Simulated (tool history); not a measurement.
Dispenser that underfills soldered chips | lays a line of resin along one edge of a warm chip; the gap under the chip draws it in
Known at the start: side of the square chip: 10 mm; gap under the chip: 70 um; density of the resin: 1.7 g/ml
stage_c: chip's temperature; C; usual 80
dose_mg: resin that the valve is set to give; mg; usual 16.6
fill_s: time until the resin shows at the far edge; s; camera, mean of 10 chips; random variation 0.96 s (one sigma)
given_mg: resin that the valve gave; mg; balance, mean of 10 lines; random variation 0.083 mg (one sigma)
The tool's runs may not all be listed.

run 1 day=0.000 | stage_c=80 dose_mg=16.6 | fill_s=133.9 given_mg=15.15
-- day=0.158 new syringe of resin
run 2 day=0.204 | stage_c=80 dose_mg=16.6 | fill_s=95.8 given_mg=15.19
run 3 day=0.492 | stage_c=80 dose_mg=16.6 | fill_s=113.8 given_mg=15.01
run 4 day=0.712 | stage_c=80 dose_mg=16.6 | fill_s=131.4 given_mg=15.14
-- day=0.846 new syringe of resin
run 5 day=0.888 | stage_c=80 dose_mg=19.0 | fill_s=92.3 given_mg=17.09
run 6 day=1.162 | stage_c=80 dose_mg=16.6 | fill_s=116.2 given_mg=15.06
run 7 day=1.408 | stage_c=91 dose_mg=20.2 | fill_s=90.3 given_mg=18.06
-- day=1.483 dispensing valve cleaned and set on the balance
-- day=1.575 new syringe of resin
run 8 day=1.692 | stage_c=91 dose_mg=20.2 | fill_s=69.8 given_mg=20.49
run 9 day=1.871 | stage_c=91 dose_mg=20.2 | fill_s=75.9 given_mg=20.16
run 10 day=2.033 | stage_c=73 dose_mg=17.6 | fill_s=155.3 given_mg=17.59
run 11 day=2.154 | stage_c=71 dose_mg=15.0 | fill_s=183.7 given_mg=15.01
-- day=2.267 new syringe of resin
run 12 day=2.429 | stage_c=71 dose_mg=15.0 | fill_s=138.7 given_mg=14.75

Hidden state or all else? Some run-to-run changes of fill_s, split into what the settings, what came in and random variation would give without the hidden state, and what is left for the hidden state (with any gauge scatter that isn't in both results):
The hidden state here: resin's viscosity, % of fresh resin's; dose that the valve gives, % of what is set; true chip temperature over the reading, C; drift of the gauge itself on fill_s, %; drift of the gauge itself on given_mg, %.
Run 9 -> 10: stage_c 91 -> 73, dose_mg 20.2 -> 17.6. fill_s +79.4 s: hidden state +26.9, all else +52.5.
Run 11 -> 12: new syringe of resin. fill_s -45.0 s: hidden state -44.0, all else -1.0.
